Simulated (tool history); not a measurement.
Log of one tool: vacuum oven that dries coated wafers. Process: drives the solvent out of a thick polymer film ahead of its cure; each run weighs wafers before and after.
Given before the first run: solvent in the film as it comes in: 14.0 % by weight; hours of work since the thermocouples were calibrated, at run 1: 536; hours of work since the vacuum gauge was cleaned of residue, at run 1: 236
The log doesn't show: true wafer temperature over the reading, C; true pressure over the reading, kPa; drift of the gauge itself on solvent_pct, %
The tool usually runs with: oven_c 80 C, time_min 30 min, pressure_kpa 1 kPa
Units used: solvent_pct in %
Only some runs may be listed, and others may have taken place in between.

run	hour	oven_c	time_min	pressure_kpa	hours of work since the thermocouples were calibrated	hours of work since the vacuum gauge was cleaned of residue	solvent_pct
1	0	80	30	1	536	236	0.82
2	18.1	80	30	1	547	246	0.8
3	35.5	80	30	1	557	256	0.83
4	54.2	80	30	1	568	267	0.8
5	71	80	30	1	577	276	0.81
6	87.9	80	30	1	587	286	0.76
7	105.3	80	30	0.9	597	296	0.83
8	121.5	92	30	1	606	305	0.28
9	131.2	80	30	2.1	612	311	1.41
10	152.7	80	30	2.1	624	323	1.35
11	166	93	26	1.23	632	331	0.29
12	180	93	26	1.23	640	339	0.39
13	196.5	93	26	1.23	649	349	0.42

Alternative continuations, all from the tool just after run 13; predict every row:
A	208.4	80	20	3.18	656	355	?
B	208.4	75	28	1.01	656	355	?
C	208.4	93	35	0.63	656	355	?

run	solvent_pct
A	2.48
B	1.7
C	0.17
What these runs would have given with no unlogged condition in the tool:
run	solvent_pct
A	2.48
B	1.69
C	0.17
